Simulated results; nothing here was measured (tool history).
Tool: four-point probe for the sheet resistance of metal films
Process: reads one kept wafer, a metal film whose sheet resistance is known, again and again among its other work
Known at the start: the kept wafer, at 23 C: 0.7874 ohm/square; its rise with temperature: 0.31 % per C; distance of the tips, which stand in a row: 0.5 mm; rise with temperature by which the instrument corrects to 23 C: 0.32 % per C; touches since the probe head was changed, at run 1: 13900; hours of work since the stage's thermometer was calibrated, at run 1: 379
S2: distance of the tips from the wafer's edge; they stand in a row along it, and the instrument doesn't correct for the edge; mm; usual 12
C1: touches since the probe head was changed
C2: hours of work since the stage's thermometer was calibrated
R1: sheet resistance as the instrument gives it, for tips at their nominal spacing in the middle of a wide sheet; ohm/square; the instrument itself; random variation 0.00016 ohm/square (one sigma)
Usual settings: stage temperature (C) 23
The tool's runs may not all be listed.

Run 1, hour 0: usual settings; C1 13900; C2 379. Result: R1 0.783096 ohm/square.
Run 2, hour 20.6: usual settings; C1 14838; C2 392. Result: R1 0.782709 ohm/square.
Run 3, hour 29.7: usual settings but S2 4 mm; C1 15252; C2 399. Result: R1 0.788546 ohm/square.
Run 4, hour 51.9: usual settings but S2 74 mm; C1 16265; C2 413. Result: R1 0.782183 ohm/square.
Run 5, hour 71.1: usual settings but S2 74 mm; C1 17140; C2 426. Result: R1 0.781705 ohm/square.
Run 6, hour 91.5: usual settings but S2 74 mm; C1 18071; C2 440. Result: R1 0.781957 ohm/square.
Run 7, hour 112.1: usual settings but S2 74 mm; C1 19008; C2 453. Result: R1 0.782008 ohm/square.
Run 8, hour 128.9: usual settings but stage temperature (C) 22; C1 19772; C2 464. Result: R1 0.782372 ohm/square.
Run 9, hour 149.1: usual settings but stage temperature (C) 22; C1 20690; C2 478. Result: R1 0.78234 ohm/square.
Run 10, hour 163.1: usual settings but stage temperature (C) 22, S2 7 mm; C1 21332; C2 487. Result: R1 0.783712 ohm/square.
Run 11, hour 180.2: usual settings but stage temperature (C) 22, S2 7 mm; C1 22111; C2 498. Result: R1 0.783638 ohm/square.
Run 12, hour 196.6: usual settings but stage temperature (C) 22, S2 7 mm; C1 22858; C2 509. Result: R1 0.78379 ohm/square.
At hour 198.8: stage's thermometer calibrated.
Run 13, hour 214.1: usual settings but stage temperature (C) 21, S2 14 mm; C1 23629; C2 10. Result: R1 0.782419 ohm/square.
At hour 229.4: stage's thermometer calibrated, once more.
Run 14, hour 235.5: usual settings but stage temperature (C) 29, S2 16 mm; C1 24585; C2 4. Result: R1 0.781351 ohm/square.
Run 15, hour 244.9: usual settings but stage temperature (C) 20, S2 38 mm; C1 25012; C2 10. Result: R1 0.781063 ohm/square.
Run 16, hour 262.8: usual settings but stage temperature (C) 30, S2 4 mm; C1 25828; C2 22. Result: R1 0.787234 ohm/square.
Run 17, hour 284.6: usual settings but stage temperature (C) 31, S2 4 mm; C1 26818; C2 37. Result: R1 0.787229 ohm/square.
Run 18, hour 303.3: usual settings but stage temperature (C) 31, S2 4 mm; C1 27670; C2 49. Result: R1 0.78716 ohm/square.
Run 19, hour 320.6: usual settings but stage temperature (C) 31, S2 4 mm; C1 28461; C2 60. Result: R1 0.787181 ohm/square.
Run 20, hour 334.5: usual settings but S2 4 mm; C1 29092; C2 70. Result: R1 0.787082 ohm/square.
Run 21, hour 344.4: usual settings but stage temperature (C) 35, S2 9 mm; C1 29544; C2 76. Result: R1 0.781579 ohm/square.
Run 22, hour 364.8: usual settings but stage temperature (C) 35, S2 9 mm; C1 30475; C2 90. Result: R1 0.781595 ohm/square.
Run 23, hour 380.1: usual settings but stage temperature (C) 35, S2 64 mm; C1 31170; C2 100. Result: R1 0.780075 ohm/square.
Run 24, hour 393.7: usual settings but stage temperature (C) 19, S2 4 mm; C1 31790; C2 109. Result: R1 0.786924 ohm/square.

The same runs without the tool's hidden state, with the same run-to-run variation:
The hidden state here: inner tips' distance over the nominal, %; tips' flats over new ones', %; wafer's true temperature over the reading, C; drift of the gauge itself on sheet_ohm, %.
run        R1
  1  0.788394
  2   0.78807
  3  0.793969
  4  0.787634
  5   0.78721
  6  0.787518
  7  0.787627
  8  0.788046
  9   0.78808
 10  0.789501
 11  0.789476
 12  0.789679
 13  0.788082
 14  0.787941
 15  0.787682
 16  0.793958
 17  0.794016
 18  0.794004
 19  0.794071
 20  0.794011
 21  0.788491
 22  0.788564
 23  0.787079
 24  0.794018
